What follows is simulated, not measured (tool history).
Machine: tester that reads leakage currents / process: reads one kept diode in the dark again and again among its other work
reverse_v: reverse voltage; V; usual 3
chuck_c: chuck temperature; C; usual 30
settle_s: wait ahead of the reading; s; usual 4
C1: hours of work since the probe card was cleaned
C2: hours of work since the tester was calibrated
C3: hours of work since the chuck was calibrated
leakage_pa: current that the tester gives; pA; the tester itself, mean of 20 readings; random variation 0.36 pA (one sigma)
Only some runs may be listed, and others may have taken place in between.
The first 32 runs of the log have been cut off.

Run 33, hour 834.2: usual settings but reverse_v 18.77 V, settle_s 0.31 s; C1 221; C2 1165; C3 167. Result: leakage_pa 243.75 pA.
Run 34, hour 868.4: usual settings but reverse_v 18.77 V, settle_s 0.31 s; C1 244; C2 1188; C3 190. Result: leakage_pa 244.07 pA.
Run 35, hour 889.9: usual settings but reverse_v 16.86 V, chuck_c 46 C, settle_s 1.79 s; C1 258; C2 1203; C3 205. Result: leakage_pa 738.33 pA.
Run 36, hour 909.6: usual settings but reverse_v 6.34 V, chuck_c 33 C, settle_s 1.04 s; C1 271; C2 1216; C3 218. Result: leakage_pa 198.07 pA.
Run 37, hour 939.6: usual settings but reverse_v 6.34 V, chuck_c 33 C, settle_s 1.04 s; C1 292; C2 1236; C3 238. Result: leakage_pa 198.39 pA.
Run 38, hour 968.6: usual settings but reverse_v 3.16 V, chuck_c 43 C, settle_s 2.41 s; C1 311; C2 1256; C3 258. Result: leakage_pa 324.35 pA.
Run 39, hour 991.8: usual settings but reverse_v 3.16 V, chuck_c 45 C, settle_s 1.65 s; C1 327; C2 1271; C3 273. Result: leakage_pa 376.26 pA.
Run 40, hour 1007.3: usual settings but reverse_v 1.86 V, chuck_c 38 C, settle_s 1.65 s; C1 337; C2 1282; C3 284. Result: leakage_pa 184.51 pA.

What if the next run were any one of these 3? Each begins from the tool's condition after run 40:
Run A, hour 1027.9: usual settings but chuck_c 53 C, settle_s 0.41 s; C1 351; C2 1296; C3 298. Result: leakage_pa ?.
Run B, hour 1027.9: usual settings but reverse_v 17.7 V, chuck_c 33 C; C1 351; C2 1296; C3 298. Result: leakage_pa ?.
Run C, hour 1027.9: usual settings but reverse_v 15.58 V, chuck_c 22 C, settle_s 0.45 s; C1 351; C2 1296; C3 298. Result: leakage_pa ?.

run  leakage_pa
  A      649.18
  B      286.99
  C      121.58
The same runs, with their run-to-run variation unchanged, on a tool lacking any hidden condition would have given:
run  leakage_pa
  A      650.29
  B      284.92
  C      119.45

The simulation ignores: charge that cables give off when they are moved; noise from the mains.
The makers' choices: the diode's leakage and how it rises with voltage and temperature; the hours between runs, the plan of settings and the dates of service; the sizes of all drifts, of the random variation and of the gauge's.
